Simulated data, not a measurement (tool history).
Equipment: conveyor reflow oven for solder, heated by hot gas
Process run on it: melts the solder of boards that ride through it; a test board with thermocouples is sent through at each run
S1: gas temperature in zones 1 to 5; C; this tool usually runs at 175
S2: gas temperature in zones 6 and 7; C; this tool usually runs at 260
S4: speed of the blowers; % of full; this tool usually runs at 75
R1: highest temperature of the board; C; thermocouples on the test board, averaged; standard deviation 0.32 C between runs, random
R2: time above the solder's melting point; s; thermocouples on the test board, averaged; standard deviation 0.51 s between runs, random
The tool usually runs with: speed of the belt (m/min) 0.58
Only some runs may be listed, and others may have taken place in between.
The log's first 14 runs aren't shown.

At hour 697.1: flux residue cleaned out of gas plates and filters.
Run 15, hour 705.7: usual settings but S2 259 C. Result: R1 246.1 C, R2 51.5 s.
Run 16, hour 756.8: usual settings but S2 259 C. Result: R1 246.4 C, R2 51 s.
Run 17, hour 805.7: usual settings but S2 259 C. Result: R1 245.5 C, R2 50.6 s.
At hour 849.8: thermocouples of zones 6 and 7 changed.
Run 18, hour 852.8: usual settings but S2 259 C. Result: R1 245.3 C, R2 51.4 s.
Run 19, hour 908.1: usual settings but S4 72 % of full. Result: R1 246.4 C, R2 51.1 s.
Run 20, hour 956.2: usual settings but S4 72 % of full. Result: R1 245.9 C, R2 50.9 s.
Run 21, hour 1020.8: usual settings but S1 186 C, S2 268 C, speed of the belt (m/min) 0.512, S4 72 % of full. Result: R1 257.8 C, R2 71.2 s.
At hour 1030: flux residue cleaned out of gas plates and filters.
Run 22, hour 1092.7: usual settings but S1 186 C, S2 268 C, speed of the belt (m/min) 0.512, S4 72 % of full. Result: R1 258.2 C, R2 71.5 s.
Run 23, hour 1131.2: usual settings but S1 165 C, speed of the belt (m/min) 0.549. Result: R1 246.5 C, R2 51.7 s.
Run 24, hour 1182.6: usual settings but S1 165 C, speed of the belt (m/min) 0.549. Result: R1 246.9 C, R2 51 s.
Run 25, hour 1249.9: usual settings but S2 263 C, S4 66 % of full. Result: R1 247.1 C, R2 52.3 s.
Run 26, hour 1295.4: usual settings but S1 179 C, S2 266 C, speed of the belt (m/min) 0.672, S4 89 % of full. Result: R1 251.3 C, R2 47.5 s.

The next listed run, before its measurement:
Run 27, hour 1349.1: usual settings but S2 257 C. Result: R1 ?, R2 ?.

Run 27 measured R1 244.3 C, R2 49.3 s.
Without the tool's hidden state the same run would have given R1 244.2 C, R2 49.1 s.
